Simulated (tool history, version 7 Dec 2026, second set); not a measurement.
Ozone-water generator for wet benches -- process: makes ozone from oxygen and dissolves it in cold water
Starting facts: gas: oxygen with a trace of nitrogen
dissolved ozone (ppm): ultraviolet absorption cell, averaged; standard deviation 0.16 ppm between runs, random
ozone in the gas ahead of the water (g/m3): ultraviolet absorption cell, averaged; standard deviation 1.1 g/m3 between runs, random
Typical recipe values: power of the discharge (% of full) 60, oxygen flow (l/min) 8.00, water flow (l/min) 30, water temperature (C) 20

run	hour	power of the discharge (% of full)	oxygen flow (l/min)	water flow (l/min)	water temperature (C)	dissolved ozone (ppm)	ozone in the gas ahead of the water (g/m3)
1	0.0	60	8.00	30	20	20.0	180.7
2	150.8	60	8.00	30	20	19.8	180.4
3	235.7	60	8.00	30	20	19.9	181.1
4	325.4	60	8.00	30	20	20.1	180.3
5	450.6	60	8.00	30	20	19.8	181.5
6	601.7	60	8.00	30	20	20.1	179.3
7	718.1	60	8.00	30	20	19.8	181.1
8	807.2	60	8.00	30	20	19.6	179.4
9	995.8	60	8.79	30	20	19.8	170.7
10	1131.7	60	8.79	30	20	19.6	171.1
# hour 1208.7: water thermometer calibrated
11	1298.2	60	8.79	30	20	19.8	170.8
12	1413.9	60	8.79	30	20	19.9	170.6
13	1535.1	60	8.79	30	20	19.7	169.9
14	1698.8	60	8.00	30	20	19.7	178.5
15	1824.7	60	8.00	30	20	19.9	178.9
16	2025.8	60	8.00	30	20	19.4	176.9
17	2227.6	60	8.00	30	25	18.1	176.6
18	2429.2	63	8.00	21	20	26.1	180.5
19	2563.0	63	8.00	31	20	19.6	181.4
20	2666.4	60	8.00	30	17	20.4	177.3
21	2808.9	57	10.32	30	22	18.2	151.4
22	2928.9	60	8.00	22	20	24.2	175.7
23	3108.7	60	8.00	22	20	24.3	175.0
24	3298.8	60	8.49	43	17	14.5	171.1
25	3397.8	60	8.49	43	17	14.5	169.7
26	3586.2	85	8.00	30	21	22.2	209.1
27	3714.1	85	8.00	30	21	22.3	206.5
28	3845.7	71	8.00	30	20	20.8	188.6
29	3950.5	67	13.46	30	20	19.9	140.9
30	4116.4	67	4.74	24	20	23.7	239.7
31	4208.3	67	4.74	24	20	23.7	239.1
32	4392.4	67	4.74	24	20	23.5	238.7
33	4552.4	93	8.00	31	20	22.6	215.0

Predict each of these 4 candidate next runs independently; none follows another, all start after run 33:
A	4734.3	96	8.00	33	27	?	?
B	4734.3	93	8.32	29	20	?	?
C	4734.3	53	5.89	31	14	?	?
D	4734.3	60	12.11	30	12	?	?

run	dissolved ozone (ppm)	ozone in the gas ahead of the water (g/m3)
A	19.3	217.9
B	23.9	208.7
C	18.3	190.7
D	21.3	140.9
Take away the tool's hidden state, keep each run's random variation, and the runs would have read:
run	dissolved ozone (ppm)	ozone in the gas ahead of the water (g/m3)
A	22.1	240.0
B	27.2	229.6
C	20.4	205.0
D	23.8	152.2
